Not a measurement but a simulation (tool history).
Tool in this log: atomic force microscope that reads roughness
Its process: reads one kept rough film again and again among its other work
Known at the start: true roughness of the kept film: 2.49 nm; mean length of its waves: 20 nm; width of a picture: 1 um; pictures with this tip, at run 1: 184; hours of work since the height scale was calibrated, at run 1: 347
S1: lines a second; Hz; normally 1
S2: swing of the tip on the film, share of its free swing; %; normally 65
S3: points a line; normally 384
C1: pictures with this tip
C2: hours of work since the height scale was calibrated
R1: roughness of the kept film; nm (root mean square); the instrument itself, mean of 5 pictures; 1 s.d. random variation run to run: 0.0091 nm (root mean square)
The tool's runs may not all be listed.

run 1 hour=0 | S1=1 S2=65 S3=384 | C1=184 C2=347 | R1=1.645
-- hour=2.7 new tip fitted
run 2 hour=12.6 | S1=1 S2=65 S3=384 | C1=22 C2=355 | R1=1.985
run 3 hour=19.7 | S1=1 S2=65 S3=384 | C1=38 C2=360 | R1=1.936
run 4 hour=29 | S1=1 S2=65 S3=384 | C1=58 C2=366 | R1=1.89
run 5 hour=42 | S1=1 S2=65 S3=384 | C1=87 C2=374 | R1=1.825
run 6 hour=52 | S1=1 S2=65 S3=656 | C1=109 C2=380 | R1=1.794
run 7 hour=61.6 | S1=1 S2=65 S3=656 | C1=130 C2=387 | R1=1.765
run 8 hour=72.6 | S1=1 S2=65 S3=656 | C1=155 C2=394 | R1=1.7
run 9 hour=81 | S1=1 S2=57 S3=384 | C1=173 C2=399 | R1=1.653
-- hour=88.9 new tip fitted
run 10 hour=89.5 | S1=1 S2=65 S3=384 | C1=2 C2=404 | R1=2.046
run 11 hour=98.2 | S1=1 S2=65 S3=384 | C1=21 C2=410 | R1=2.008
run 12 hour=107.8 | S1=1 S2=65 S3=384 | C1=42 C2=416 | R1=1.956
run 13 hour=120.3 | S1=1 S2=65 S3=384 | C1=69 C2=424 | R1=1.875
run 14 hour=127 | S1=1 S2=65 S3=384 | C1=84 C2=429 | R1=1.848
run 15 hour=135.1 | S1=1.41 S2=64 S3=384 | C1=102 C2=434 | R1=1.803
-- hour=137.5 height scale calibrated on a step standard
run 16 hour=148.8 | S1=3.3 S2=78 S3=470 | C1=130 C2=7 | R1=1.595
run 17 hour=162.5 | S1=3.3 S2=78 S3=348 | C1=160 C2=16 | R1=1.521
run 18 hour=172.4 | S1=1 S2=58 S3=384 | C1=182 C2=23 | R1=1.668
-- hour=176.6 new tip fitted
run 19 hour=180.7 | S1=1 S2=58 S3=384 | C1=9 C2=28 | R1=2.033
run 20 hour=189.2 | S1=3.93 S2=88 S3=384 | C1=28 C2=33 | R1=1.601
-- hour=195.3 height scale calibrated on a step standard, once more
run 21 hour=200.8 | S1=0.5 S2=62 S3=299 | C1=51 C2=4 | R1=1.927
run 22 hour=212.7 | S1=1 S2=65 S3=658 | C1=78 C2=11 | R1=1.856
run 23 hour=220.7 | S1=0.6 S2=65 S3=326 | C1=95 C2=16 | R1=1.813
run 24 hour=235.6 | S1=0.57 S2=81 S3=456 | C1=128 C2=26 | R1=1.749
run 25 hour=248.1 | S1=0.57 S2=81 S3=456 | C1=156 C2=34 | R1=1.695
run 26 hour=257.1 | S1=0.57 S2=81 S3=456 | C1=175 C2=40 | R1=1.664
-- hour=263.5 new tip fitted
run 27 hour=269.1 | S1=0.57 S2=81 S3=456 | C1=13 C2=47 | R1=2.01
run 28 hour=279.1 | S1=0.57 S2=81 S3=456 | C1=35 C2=54 | R1=1.933

A few steps of R1 between consecutive runs. Split each: what settings, incoming material and random variation would produce without the hidden state, and what is left over for the hidden state, along with gauge scatter present in only one of the two compared results (measured, and without hidden state):
Hidden state present: radius of the tip, nm; height scale over the true one, %; drift of the gauge itself on roughness_nm, %.
Run 9 -> 10: S2 57 -> 65, new tip fitted. R1 +0.393 nm (root mean square): hidden state +0.4, all else -0.007.
Run 18 -> 19: new tip fitted. R1 +0.365 nm (root mean square): hidden state +0.377, all else -0.012.
Run 19 -> 20: S1 1 -> 3.93, S2 58 -> 88. R1 -0.432 nm (root mean square): hidden state -0.034, all else -0.398.

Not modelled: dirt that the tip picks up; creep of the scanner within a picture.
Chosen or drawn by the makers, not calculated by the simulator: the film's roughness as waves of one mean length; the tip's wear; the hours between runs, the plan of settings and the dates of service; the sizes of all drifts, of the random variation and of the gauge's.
